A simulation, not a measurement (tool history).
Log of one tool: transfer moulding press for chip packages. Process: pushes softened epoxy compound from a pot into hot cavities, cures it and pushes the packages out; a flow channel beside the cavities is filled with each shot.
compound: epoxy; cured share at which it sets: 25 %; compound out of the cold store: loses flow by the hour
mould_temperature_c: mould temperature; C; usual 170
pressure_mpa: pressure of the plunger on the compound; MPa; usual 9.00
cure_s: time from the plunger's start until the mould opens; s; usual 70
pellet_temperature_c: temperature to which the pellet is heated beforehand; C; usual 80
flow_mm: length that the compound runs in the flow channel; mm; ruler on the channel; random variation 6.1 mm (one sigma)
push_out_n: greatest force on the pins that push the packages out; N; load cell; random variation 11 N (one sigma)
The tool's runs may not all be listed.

run	hour	mould_temperature_c	pressure_mpa	cure_s	pellet_temperature_c	incoming compound's hours out of the cold store	flow_mm	push_out_n
1	0.0	170	9.00	70	80	23.3	708	652
2	43.7	170	9.00	70	80	26.7	686	854
# hour 56.6: cavities cleaned with cleaning compound and waxed
3	78.8	170	9.00	70	80	10.7	757	1137
# hour 94.0: plunger's sealing rings changed
4	106.6	170	9.00	70	80	24.3	743	1124
# hour 132.0: cavities cleaned with cleaning compound and waxed
5	150.3	170	9.00	70	80	24.2	728	646
6	174.2	173	9.00	70	80	35.4	679	643
# hour 179.5: cavities cleaned with cleaning compound and waxed, once more
7	200.9	173	9.00	70	80	18.9	740	581
8	250.3	173	9.00	70	80	13.9	757	789
# hour 254.2: cavities cleaned with cleaning compound and waxed
9	281.3	173	9.00	70	80	29.8	694	583
10	311.9	173	9.00	70	80	19.5	722	720
# hour 329.6: cavities cleaned with cleaning compound and waxed
11	362.0	173	9.00	70	80	40.4	629	614
12	390.0	173	9.00	70	80	36.7	633	694
# hour 404.0: plunger's sealing rings changed
# hour 405.5: cavities cleaned with cleaning compound and waxed
13	432.3	170	9.00	70	79	24.8	726	717
# hour 478.6: cavities cleaned with cleaning compound and waxed
14	478.6	170	9.00	70	79	34.6	673	532
15	524.1	175	9.17	66	74	22.7	725	706
# hour 553.8: cavities cleaned with cleaning compound and waxed
16	575.0	164	9.17	66	77	46.2	638	1049
17	610.3	170	7.23	75	80	22.3	641	714
# hour 628.4: cavities cleaned with cleaning compound and waxed
18	641.9	170	7.23	75	80	37.1	583	509
19	676.1	170	8.66	71	71	26.9	675	783
# hour 701.9: cavities cleaned with cleaning compound and waxed
# hour 715.2: plunger's sealing rings changed
20	716.9	170	8.66	71	71	42.9	643	561
21	752.4	178	9.10	94	70	15.8	758	552
# hour 781.1: cavities cleaned with cleaning compound and waxed
22	787.1	178	9.10	94	70	42.8	645	384
23	826.5	164	9.00	53	80	15.2	770	2155

The next listed run, before its measurement:
# hour 857.1: cavities cleaned with cleaning compound and waxed
24	859.1	178	8.51	51	88	40.1	?	?

Run 24 gave flow_mm 621 mm, push_out_n 656 N.
Without the tool's hidden state the same run would have given flow_mm 642 mm, push_out_n 680 N.
